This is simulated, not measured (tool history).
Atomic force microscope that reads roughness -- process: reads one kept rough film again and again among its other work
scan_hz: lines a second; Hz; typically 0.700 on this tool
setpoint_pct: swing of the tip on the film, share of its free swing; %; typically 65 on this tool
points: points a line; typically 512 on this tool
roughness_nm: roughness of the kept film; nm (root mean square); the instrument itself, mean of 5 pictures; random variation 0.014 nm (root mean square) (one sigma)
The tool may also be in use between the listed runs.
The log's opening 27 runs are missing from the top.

run   hour  scan_hz  setpoint_pct  points  pictures with this tip  hours of work since the height scale was calibrated  roughness_nm
 28  211.2    0.700            65     346                     139                                                  268         2.927
 29  216.2    0.908            58     481                     148                                                  271         2.954
 30  222.0    0.779            65     605                     159                                                  276         2.921
 31  229.4    0.563            62     312                     173                                                  282         2.907
 32  238.1    0.563            62     312                     189                                                  288         2.874
 33  249.0    2.208            85     462                     210                                                  297         2.218
 34  255.6    1.642            82     307                     222                                                  302         2.383
 35  264.1    0.700            85     301                     238                                                  308         2.575
 36  270.1    0.700            67     715                     249                                                  313         2.753
 37  279.2    0.700            66     438                     266                                                  320         2.708
 38  285.5    3.579            66     438                     278                                                  324         2.357
 39  292.8    0.901            65     407                     292                                                  330         2.639
 40  300.8    0.526            79     486                     307                                                  336         2.603
 41  306.8    1.872            65     922                     318                                                  341         2.484
 42  315.3    0.700            65     771                     334                                                  347         2.603
     319.0  -- new tip fitted
 43  325.7    0.700            65     771                      13                                                  355         3.226
 44  336.3    0.700            65     771                      32                                                  363         3.221
 45  345.6    0.700            65     771                      50                                                  370         3.144

Alternative continuations, all from the tool just after run 45; predict every row:
  A  354.4    0.545            59     935                      66                                                  377             ?
  B  354.4    0.654            65     833                      66                                                  377             ?
  C  354.4    0.602            65     771                      66                                                  377             ?

run  roughness_nm
  A         3.163
  B         3.130
  C         3.117
Had the tool no hidden state, the same runs would have come out as:
run  roughness_nm
  A         3.351
  B         3.315
  C         3.302

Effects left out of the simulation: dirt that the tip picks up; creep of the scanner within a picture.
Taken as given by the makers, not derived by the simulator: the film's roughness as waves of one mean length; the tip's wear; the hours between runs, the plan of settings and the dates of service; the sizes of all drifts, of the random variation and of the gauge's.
